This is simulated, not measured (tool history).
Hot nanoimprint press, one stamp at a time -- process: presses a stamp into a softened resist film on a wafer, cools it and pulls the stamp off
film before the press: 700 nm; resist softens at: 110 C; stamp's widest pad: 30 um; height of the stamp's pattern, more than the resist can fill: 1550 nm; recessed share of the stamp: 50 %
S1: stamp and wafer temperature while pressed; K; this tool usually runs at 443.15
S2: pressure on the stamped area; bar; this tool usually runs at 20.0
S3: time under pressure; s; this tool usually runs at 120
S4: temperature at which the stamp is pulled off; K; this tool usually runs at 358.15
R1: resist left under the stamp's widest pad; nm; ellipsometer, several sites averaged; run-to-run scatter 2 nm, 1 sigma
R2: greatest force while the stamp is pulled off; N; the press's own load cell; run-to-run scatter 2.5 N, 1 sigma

run    hour      S1    S2   S3      S4     R1   R2
  1     0.0  443.15  20.0  120  358.15  341.7  115
  2    43.5  443.15  20.0  120  358.15  335.7  115
  3    97.7  443.15  20.0  120  358.15  340.3  117
  4   134.1  443.15  20.0  120  358.15  342.7  119
  5   173.8  443.15  20.0  187  358.15  284.2  118
  6   211.4  443.15  20.0  120  358.15  340.6  122
  7   264.7  443.15  20.0  120  358.15  340.3  114
  8   321.7  454.15  20.0  120  358.15  221.2  115
  9   379.9  454.15  20.0  120  358.15  221.4  121
 10   425.8  454.15  20.0  120  358.15  223.9  115
 11   485.7  454.15  20.0  120  354.15  223.0  128
 12   522.4  443.15  20.0  120  358.15  337.7  117
 13   566.6  440.15  19.1  120  358.15  385.0  121
 14   597.3  451.15  19.1  219  358.15  195.4  119
 15   629.4  444.15  21.4  106  366.15  330.1   99
 16   684.6  444.15  21.4  106  366.15  327.3   98
 17   750.4  445.15  15.1   69  349.15  417.9  143
 18   818.0  438.15  31.1  215  358.15  272.9  119
 19   872.1  443.15  20.0  162  358.15  299.0  117
 20   911.2  443.15  12.0  200  358.15  339.0  117
 21   963.7  443.15  12.0  200  358.15  341.6  116
 22  1012.3  443.15  12.0  200  354.15  343.2  133
 23  1048.7  434.15  19.4  155  361.15  429.9  110

The log once held 1 entry between its listed runs, left out of this copy. Where does each go, and what is different about the tool's unlogged condition between the listed run before it and the listed run after it?
From run 12 to run 13: plate thermocouple calibrated (hour 551.3)
  true temperature over the reading, C: 0.08 -> 0; grip of the stamp's worn release coat, % over a new coat's: 0.9 -> 1; drift of the gauge itself on residual_nm, %: -0.78 -> -0.84
  measured less the result without the state, R1: -3.5 -> -3.1 nm
